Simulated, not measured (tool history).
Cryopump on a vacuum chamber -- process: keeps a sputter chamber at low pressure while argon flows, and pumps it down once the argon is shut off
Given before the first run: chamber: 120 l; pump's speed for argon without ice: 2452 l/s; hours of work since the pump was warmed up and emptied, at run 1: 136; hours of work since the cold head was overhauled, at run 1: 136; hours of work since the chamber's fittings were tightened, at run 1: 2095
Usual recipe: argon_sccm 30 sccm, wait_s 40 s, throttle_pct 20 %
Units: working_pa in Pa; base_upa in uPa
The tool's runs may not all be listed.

run   hour  argon_sccm  wait_s  throttle_pct  hours of work since the pump was warmed up and emptied  hours of work since the cold head was overhauled  hours of work since the chamber's fittings were tightened  working_pa  base_upa
  1      0          30      40            20                                                     136                                               136                                                       2095      0.1048      2.01
  2   27.7          30      40            20                                                     154                                               154                                                       2113      0.1053      2.05
  3   58.8          30      40            20                                                     175                                               175                                                       2134       0.106      2.03
  4   80.3          30      40            20                                                     189                                               189                                                       2148      0.1065      2.13
  5  103.3          30      75            20                                                     204                                               204                                                       2163      0.1071      1.48
  6    137          53      75            20                                                     227                                               227                                                       2186      0.1906      1.45
  7  176.6          30      48            20                                                     253                                               253                                                       2212      0.1073      1.89
  8  213.4          30      48            20                                                     277                                               277                                                       2236      0.1087      1.87
  9    253          30      48            20                                                     304                                               304                                                       2262      0.1083       1.9
 10  290.6          30      48            20                                                     328                                               328                                                       2287      0.1083      1.98
 11    313          30      48            20                                                     343                                               343                                                       2302      0.1083      1.98
 12  332.6          30      48            20                                                     356                                               356                                                       2315       0.109      1.97
 13  361.2          29      48            21                                                     375                                               375                                                       2334      0.1022      1.98
 14  383.5          29     111            22                                                     390                                               390                                                       2349      0.0974      1.37
 15  407.7          29     111            22                                                     406                                               406                                                       2365      0.0976      1.41
 16  436.1          44      25            41                                                     425                                               425                                                       2383      0.0847      3.11
 17    470          28      72            31                                                     447                                               447                                                       2406      0.0702      1.71
 18  494.5          20      25            27                                                     463                                               463                                                       2422      0.0573      3.08
 19  517.4          20      25            27                                                     479                                               479                                                       2437      0.0574      3.13
 20  538.7          20      25            27                                                     493                                               493                                                       2451      0.0584      3.27
 21    561          20      25            27                                                     507                                               507                                                       2466       0.059      3.19

Consider 3 possible next runs. They are alternatives, not a sequence: every one starts from the tool as it was left by run 21. What does each give?
  A  578.3          20      40            16                                                     519                                               519                                                       2478           ?         ?
  B  578.3          40     125            16                                                     519                                               519                                                       2478           ?         ?
  C  578.3          27     109            15                                                     519                                               519                                                       2478           ?         ?

run  working_pa  base_upa
  A      0.0932      2.39
  B      0.1874      1.54
  C      0.1329      1.56
Without the tool's unlogged condition, the same runs would have read:
run  working_pa  base_upa
  A      0.0864      1.41
  B      0.1736      0.56
  C      0.1236      0.58

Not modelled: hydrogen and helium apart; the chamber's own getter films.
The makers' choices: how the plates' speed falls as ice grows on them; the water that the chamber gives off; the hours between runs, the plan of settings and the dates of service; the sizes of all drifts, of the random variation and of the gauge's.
